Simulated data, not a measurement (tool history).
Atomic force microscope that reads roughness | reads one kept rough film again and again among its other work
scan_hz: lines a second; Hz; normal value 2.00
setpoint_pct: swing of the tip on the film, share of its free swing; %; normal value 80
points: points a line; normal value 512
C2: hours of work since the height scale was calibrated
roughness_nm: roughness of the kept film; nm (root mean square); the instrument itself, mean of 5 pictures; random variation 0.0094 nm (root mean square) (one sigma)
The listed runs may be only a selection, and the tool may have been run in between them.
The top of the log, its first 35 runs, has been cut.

run 36 hour=609.3 | scan_hz=1.28 setpoint_pct=78 points=287 | pictures_with_this_tip=111 C2=133 | roughness_nm=2.002
run 37 hour=626.2 | scan_hz=1.28 setpoint_pct=78 points=287 | pictures_with_this_tip=135 C2=147 | roughness_nm=1.968
run 38 hour=650.5 | scan_hz=1.28 setpoint_pct=68 points=554 | pictures_with_this_tip=168 C2=166 | roughness_nm=2.000
run 39 hour=675.3 | scan_hz=1.12 setpoint_pct=58 points=510 | pictures_with_this_tip=202 C2=186 | roughness_nm=1.987
run 40 hour=694.8 | scan_hz=1.42 setpoint_pct=58 points=399 | pictures_with_this_tip=229 C2=202 | roughness_nm=1.934
run 41 hour=711.6 | scan_hz=2.13 setpoint_pct=68 points=557 | pictures_with_this_tip=252 C2=215 | roughness_nm=1.898
run 42 hour=725.1 | scan_hz=0.55 setpoint_pct=89 points=690 | pictures_with_this_tip=271 C2=226 | roughness_nm=1.897
-- hour=736.0 new tip fitted
run 43 hour=743.3 | scan_hz=0.55 setpoint_pct=89 points=690 | pictures_with_this_tip=10 C2=240 | roughness_nm=2.185
run 44 hour=759.0 | scan_hz=0.55 setpoint_pct=89 points=690 | pictures_with_this_tip=31 C2=252 | roughness_nm=2.167
run 45 hour=779.1 | scan_hz=2.00 setpoint_pct=88 points=512 | pictures_with_this_tip=59 C2=268 | roughness_nm=1.979
run 46 hour=790.4 | scan_hz=3.48 setpoint_pct=74 points=353 | pictures_with_this_tip=75 C2=277 | roughness_nm=1.965
run 47 hour=805.3 | scan_hz=3.48 setpoint_pct=74 points=353 | pictures_with_this_tip=95 C2=289 | roughness_nm=1.943
run 48 hour=819.6 | scan_hz=3.02 setpoint_pct=78 points=407 | pictures_with_this_tip=115 C2=301 | roughness_nm=1.898

5 options for the next run, each taken on its own from the tool as it stands now. Forecast them:
run A hour=831.4 | scan_hz=2.23 setpoint_pct=80 points=363 | pictures_with_this_tip=131 C2=310 | roughness_nm=?
run B hour=831.4 | scan_hz=3.89 setpoint_pct=87 points=406 | pictures_with_this_tip=131 C2=310 | roughness_nm=?
run C hour=831.4 | scan_hz=1.43 setpoint_pct=57 points=276 | pictures_with_this_tip=131 C2=310 | roughness_nm=?
run D hour=831.4 | scan_hz=3.99 setpoint_pct=74 points=512 | pictures_with_this_tip=131 C2=310 | roughness_nm=?
run E hour=831.4 | scan_hz=1.71 setpoint_pct=61 points=970 | pictures_with_this_tip=131 C2=310 | roughness_nm=?

run=A roughness_nm=1.907
run=B roughness_nm=1.753
run=C roughness_nm=2.000
run=D roughness_nm=1.889
run=E roughness_nm=2.059
The same runs, with their run-to-run variation unchanged, on a tool lacking any hidden condition would have given:
run=A roughness_nm=2.079
run=B roughness_nm=1.911
run=C roughness_nm=2.180
run=D roughness_nm=2.059
run=E roughness_nm=2.243
